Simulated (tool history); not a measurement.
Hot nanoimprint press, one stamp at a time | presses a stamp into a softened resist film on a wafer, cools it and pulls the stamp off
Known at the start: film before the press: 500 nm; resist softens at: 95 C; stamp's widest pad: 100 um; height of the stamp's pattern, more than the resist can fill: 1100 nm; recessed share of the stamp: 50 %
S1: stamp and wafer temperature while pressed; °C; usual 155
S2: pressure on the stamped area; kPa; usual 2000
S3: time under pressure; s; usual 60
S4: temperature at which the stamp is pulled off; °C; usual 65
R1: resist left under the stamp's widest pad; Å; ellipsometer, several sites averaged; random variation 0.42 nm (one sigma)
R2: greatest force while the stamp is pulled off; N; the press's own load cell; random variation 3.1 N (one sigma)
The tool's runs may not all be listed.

run	hour	S1	S2	S3	S4	R1	R2
1	0.0	155	2000	60	65	2489	147
2	47.6	155	2000	60	65	2497	147
3	109.8	155	2910	60	65	2082	148
4	160.1	155	1410	60	65	2909	145
5	243.1	155	1410	60	65	2896	148
# hour 267.0: stamp cleaned and given a new release coat
6	319.9	155	1410	60	65	2896	146
7	378.8	155	1410	60	65	2889	149
8	429.2	155	2000	60	53	2474	153
9	495.8	155	2000	60	63	2471	150
# hour 531.1: stamp cleaned and given a new release coat
10	593.1	155	2000	60	63	2468	155
11	653.6	155	2000	60	63	2470	151
# hour 701.8: plate thermocouple calibrated
12	730.9	159	2000	60	65	2051	147
13	789.1	159	2000	60	65	2054	150
# hour 802.2: stamp cleaned and given a new release coat
14	867.0	159	2000	60	65	2049	143
15	922.1	159	2000	60	65	2045	147
# hour 996.4: press's hydraulic seals changed and the load cell set to zero
16	996.4	155	1470	34	65	3319	148
17	1063.8	155	1470	104	54	2347	157
# hour 1075.0: stamp cleaned and given a new release coat
18	1116.7	143	1470	32	54	4481	160
19	1159.5	155	3090	34	55	2431	155
20	1244.4	155	3090	34	55	2428	157
21	1305.8	155	1550	60	50	2746	164
# hour 1345.2: stamp cleaned and given a new release coat
22	1383.5	155	1550	60	50	2743	165
23	1464.8	155	1550	60	50	2741	166

Measured less the same run without the tool's hidden state. The same run-to-run variation is in both; the gauge's scatter may not be:
The hidden state here: true temperature over the reading, C; pressure that arrives at the usual setting, %; grip of the stamp's worn release coat, % over a new coat's; drift of the gauge itself on residual_nm, %; drift of the gauge itself on pull_off_n, %.
run	R1
1	+1
2	-2
3	-3
4	-7
5	-10
6	-14
7	-16
8	-15
9	-18
10	-21
11	-23
12	-19
13	-21
14	-23
15	-25
16	-44
17	-35
18	-67
19	-39
20	-42
21	-50
22	-53
23	-57
R2: within 2 N of the measured result in every run.
